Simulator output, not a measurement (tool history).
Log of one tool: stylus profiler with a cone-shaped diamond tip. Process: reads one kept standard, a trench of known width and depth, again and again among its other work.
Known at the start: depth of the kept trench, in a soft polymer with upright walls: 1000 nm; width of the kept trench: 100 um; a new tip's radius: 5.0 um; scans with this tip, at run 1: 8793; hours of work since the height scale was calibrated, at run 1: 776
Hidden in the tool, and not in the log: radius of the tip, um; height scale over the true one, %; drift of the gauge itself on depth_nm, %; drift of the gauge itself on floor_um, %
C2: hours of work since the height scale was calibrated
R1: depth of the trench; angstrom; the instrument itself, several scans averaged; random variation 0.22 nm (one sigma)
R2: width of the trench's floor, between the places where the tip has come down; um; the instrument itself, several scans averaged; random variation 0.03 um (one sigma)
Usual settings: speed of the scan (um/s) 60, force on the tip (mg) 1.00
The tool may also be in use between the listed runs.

Run 1, hour 0.0: usual settings; scans with this tip 8793; C2 776. Result: R1 10034.8 angstrom, R2 92.10 um.
Run 2, hour 13.2: usual settings but force on the tip (mg) 0.57; scans with this tip 8870; C2 782. Result: R1 10018.4 angstrom, R2 91.93 um.
Run 3, hour 30.9: usual settings; scans with this tip 8972; C2 792. Result: R1 10032.0 angstrom, R2 92.08 um.
Run 4, hour 40.5: usual settings; scans with this tip 9028; C2 796. Result: R1 10033.2 angstrom, R2 92.06 um.
Run 5, hour 51.9: usual settings; scans with this tip 9094; C2 802. Result: R1 10031.6 angstrom, R2 92.09 um.
Run 6, hour 68.7: usual settings; scans with this tip 9192; C2 811. Result: R1 10033.4 angstrom, R2 92.06 um.
Run 7, hour 85.7: usual settings; scans with this tip 9291; C2 820. Result: R1 10035.5 angstrom, R2 92.06 um.
Run 8, hour 102.2: usual settings; scans with this tip 9387; C2 828. Result: R1 10032.2 angstrom, R2 92.07 um.
Run 9, hour 111.5: usual settings; scans with this tip 9440; C2 833. Result: R1 10028.7 angstrom, R2 92.08 um.
Run 10, hour 121.5: usual settings; scans with this tip 9499; C2 838. Result: R1 10032.4 angstrom, R2 92.00 um.
Run 11, hour 134.0: usual settings but force on the tip (mg) 2.28; scans with this tip 9571; C2 844. Result: R1 10072.0 angstrom, R2 92.18 um.
Run 12, hour 143.8: usual settings but force on the tip (mg) 2.28; scans with this tip 9628; C2 849. Result: R1 10065.9 angstrom, R2 92.18 um.
Run 13, hour 156.3: usual settings but force on the tip (mg) 2.28; scans with this tip 9701; C2 856. Result: R1 10068.4 angstrom, R2 92.19 um.
Run 14, hour 170.2: usual settings but speed of the scan (um/s) 113; scans with this tip 9781; C2 863. Result: R1 10031.6 angstrom, R2 91.53 um.
Run 15, hour 187.4: usual settings but speed of the scan (um/s) 113; scans with this tip 9881; C2 872. Result: R1 10031.1 angstrom, R2 91.55 um.
Run 16, hour 202.8: usual settings but speed of the scan (um/s) 113; scans with this tip 9970; C2 880. Result: R1 10030.0 angstrom, R2 91.47 um.
Run 17, hour 214.9: usual settings but speed of the scan (um/s) 26; scans with this tip 10041; C2 886. Result: R1 10035.7 angstrom, R2 92.20 um.
Run 18, hour 224.3: usual settings but speed of the scan (um/s) 31; scans with this tip 10095; C2 891. Result: R1 10035.1 angstrom, R2 92.19 um.
Run 19, hour 236.2: usual settings but speed of the scan (um/s) 31; scans with this tip 10164; C2 897. Result: R1 10030.1 angstrom, R2 92.18 um.
Run 20, hour 245.0: usual settings; scans with this tip 10216; C2 901. Result: R1 10031.1 angstrom, R2 91.84 um.
Run 21, hour 256.2: usual settings; scans with this tip 10281; C2 907. Result: R1 10033.3 angstrom, R2 91.94 um.
Run 22, hour 265.3: usual settings but speed of the scan (um/s) 16, force on the tip (mg) 0.47; scans with this tip 10333; C2 912. Result: R1 10012.0 angstrom, R2 92.20 um.
Run 23, hour 278.2: usual settings but speed of the scan (um/s) 19, force on the tip (mg) 1.22; scans with this tip 10408; C2 918. Result: R1 10037.9 angstrom, R2 92.21 um.
Run 24, hour 292.3: usual settings but speed of the scan (um/s) 19, force on the tip (mg) 1.22; scans with this tip 10490; C2 925. Result: R1 10039.8 angstrom, R2 92.27 um.
Run 25, hour 306.0: usual settings but speed of the scan (um/s) 56, force on the tip (mg) 1.31; scans with this tip 10570; C2 932. Result: R1 10038.3 angstrom, R2 91.99 um.
Run 26, hour 314.2: usual settings but speed of the scan (um/s) 56, force on the tip (mg) 1.31; scans with this tip 10618; C2 937. Result: R1 10042.3 angstrom, R2 91.97 um.
Run 27, hour 326.3: usual settings but speed of the scan (um/s) 56, force on the tip (mg) 1.31; scans with this tip 10688; C2 943. Result: R1 10040.7 angstrom, R2 91.95 um.
Run 28, hour 335.8: usual settings but speed of the scan (um/s) 25, force on the tip (mg) 0.70; scans with this tip 10743; C2 948. Result: R1 10018.4 angstrom, R2 92.12 um.
Run 29, hour 351.3: usual settings but speed of the scan (um/s) 25, force on the tip (mg) 0.70; scans with this tip 10833; C2 956. Result: R1 10018.0 angstrom, R2 92.03 um.
Run 30, hour 360.7: usual settings but speed of the scan (um/s) 43, force on the tip (mg) 0.72; scans with this tip 10888; C2 961. Result: R1 10019.9 angstrom, R2 91.89 um.
Run 31, hour 375.3: usual settings but speed of the scan (um/s) 169; scans with this tip 10972; C2 968. Result: R1 10027.5 angstrom, R2 90.91 um.
Run 32, hour 388.2: usual settings but speed of the scan (um/s) 169; scans with this tip 11047; C2 975. Result: R1 10027.8 angstrom, R2 90.95 um.
Run 33, hour 401.2: usual settings but speed of the scan (um/s) 169; scans with this tip 11123; C2 981. Result: R1 10029.1 angstrom, R2 90.91 um.
Run 34, hour 410.7: usual settings but speed of the scan (um/s) 61, force on the tip (mg) 2.76; scans with this tip 11178; C2 986. Result: R1 10078.4 angstrom, R2 91.98 um.
Run 35, hour 427.9: usual settings but speed of the scan (um/s) 15, force on the tip (mg) 2.82; scans with this tip 11278; C2 995. Result: R1 10079.5 angstrom, R2 92.14 um.
Run 36, hour 436.9: usual settings but speed of the scan (um/s) 72, force on the tip (mg) 0.90; scans with this tip 11330; C2 1000. Result: R1 10025.2 angstrom, R2 91.63 um.
Run 37, hour 444.3: usual settings but speed of the scan (um/s) 72, force on the tip (mg) 0.90; scans with this tip 11373; C2 1003. Result: R1 10026.9 angstrom, R2 91.64 um.
Run 38, hour 457.0: usual settings but speed of the scan (um/s) 192, force on the tip (mg) 1.03; scans with this tip 11447; C2 1010. Result: R1 10029.5 angstrom, R2 90.75 um.
Run 39, hour 468.7: usual settings but speed of the scan (um/s) 106, force on the tip (mg) 0.73; scans with this tip 11515; C2 1016. Result: R1 10018.7 angstrom, R2 91.27 um.

Hidden state or all else? Some run-to-run changes of R1, split into what the settings, what came in and random variation would give without the hidden state, and what is left for the hidden state (with any gauge scatter that isn't in both results):
Run 2 -> 3: force on the tip (mg) 0.57 -> 1.00. R1 +13.6 angstrom: hidden state -0.2, all else +13.8.
Run 5 -> 6: no setting changed, nothing entered. R1 +1.8 angstrom: hidden state -0.2, all else +2.0.
Run 10 -> 11: force on the tip (mg) 1.00 -> 2.28. R1 +39.6 angstrom: hidden state -0.1, all else +39.7.
Run 22 -> 23: speed of the scan (um/s) 16 -> 19, force on the tip (mg) 0.47 -> 1.22. R1 +25.9 angstrom: hidden state -0.3, all else +26.2.
Run 33 -> 34: speed of the scan (um/s) 169 -> 61, force on the tip (mg) 1.00 -> 2.76. R1 +49.3 angstrom: hidden state -0.2, all else +49.5.
Run 35 -> 36: speed of the scan (um/s) 15 -> 72, force on the tip (mg) 2.82 -> 0.90. R1 -54.3 angstrom: hidden state +0.0, all else -54.3.
